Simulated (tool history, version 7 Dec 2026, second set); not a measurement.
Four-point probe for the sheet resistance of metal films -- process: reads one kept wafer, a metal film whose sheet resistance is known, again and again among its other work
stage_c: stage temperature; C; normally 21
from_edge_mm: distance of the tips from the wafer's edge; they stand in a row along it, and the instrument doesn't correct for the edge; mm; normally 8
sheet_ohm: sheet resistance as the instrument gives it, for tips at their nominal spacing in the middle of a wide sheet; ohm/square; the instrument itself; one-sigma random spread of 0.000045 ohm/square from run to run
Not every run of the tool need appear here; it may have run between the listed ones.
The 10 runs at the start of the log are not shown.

Run 11, day 16.417: usual settings but stage_c 34 C. Result: sheet_ohm 0.229235 ohm/square.
Run 12, day 17.546: usual settings but stage_c 34 C. Result: sheet_ohm 0.229235 ohm/square.
Run 13, day 19.046: usual settings but stage_c 34 C. Result: sheet_ohm 0.229220 ohm/square.
Run 14, day 20.067: usual settings but stage_c 34 C. Result: sheet_ohm 0.229212 ohm/square.
Run 15, day 21.817: usual settings but stage_c 25 C. Result: sheet_ohm 0.227530 ohm/square.
Run 16, day 23.633: usual settings but stage_c 25 C. Result: sheet_ohm 0.227411 ohm/square.
Run 17, day 25.721: usual settings but stage_c 24 C. Result: sheet_ohm 0.227377 ohm/square.
Run 18, day 26.658: usual settings but stage_c 27 C. Result: sheet_ohm 0.227915 ohm/square.
Run 19, day 28.558: usual settings but stage_c 27 C. Result: sheet_ohm 0.227756 ohm/square.
Run 20, day 30.358: usual settings but stage_c 28 C, from_edge_mm 18 mm. Result: sheet_ohm 0.226481 ohm/square.
Run 21, day 31.450: usual settings but stage_c 28 C, from_edge_mm 18 mm. Result: sheet_ohm 0.226479 ohm/square.
Run 22, day 33.262: usual settings but stage_c 28 C, from_edge_mm 18 mm. Result: sheet_ohm 0.226386 ohm/square.
Run 23, day 35.442: usual settings but stage_c 28 C, from_edge_mm 18 mm. Result: sheet_ohm 0.226472 ohm/square.
Run 24, day 36.858: usual settings but stage_c 28 C, from_edge_mm 18 mm. Result: sheet_ohm 0.226387 ohm/square.
Run 25, day 37.821: usual settings but stage_c 25 C, from_edge_mm 12 mm. Result: sheet_ohm 0.226349 ohm/square.
Run 26, day 39.008: usual settings but stage_c 25 C, from_edge_mm 6 mm. Result: sheet_ohm 0.228860 ohm/square.
Run 27, day 40.546: usual settings but stage_c 32 C, from_edge_mm 65 mm. Result: sheet_ohm 0.226815 ohm/square.
Run 28, day 42.504: usual settings but stage_c 32 C, from_edge_mm 65 mm. Result: sheet_ohm 0.226698 ohm/square.
Run 29, day 43.496: usual settings but stage_c 32 C, from_edge_mm 65 mm. Result: sheet_ohm 0.226686 ohm/square.
Run 30, day 44.538: usual settings but stage_c 19 C, from_edge_mm 5 mm. Result: sheet_ohm 0.229001 ohm/square.
Run 31, day 46.012: usual settings but stage_c 26 C, from_edge_mm 14 mm. Result: sheet_ohm 0.226210 ohm/square.
Run 32, day 48.171: usual settings but stage_c 26 C, from_edge_mm 14 mm. Result: sheet_ohm 0.226196 ohm/square.

Run 33, settings as shown, results not yet in. Your forecast:
Run 33, day 50.400: usual settings but stage_c 23 C, from_edge_mm 7 mm. Result: sheet_ohm ?.

sheet_ohm: 0.227412 ohm/square
Without the tool's hidden state the same run would have given sheet_ohm 0.227632 ohm/square.

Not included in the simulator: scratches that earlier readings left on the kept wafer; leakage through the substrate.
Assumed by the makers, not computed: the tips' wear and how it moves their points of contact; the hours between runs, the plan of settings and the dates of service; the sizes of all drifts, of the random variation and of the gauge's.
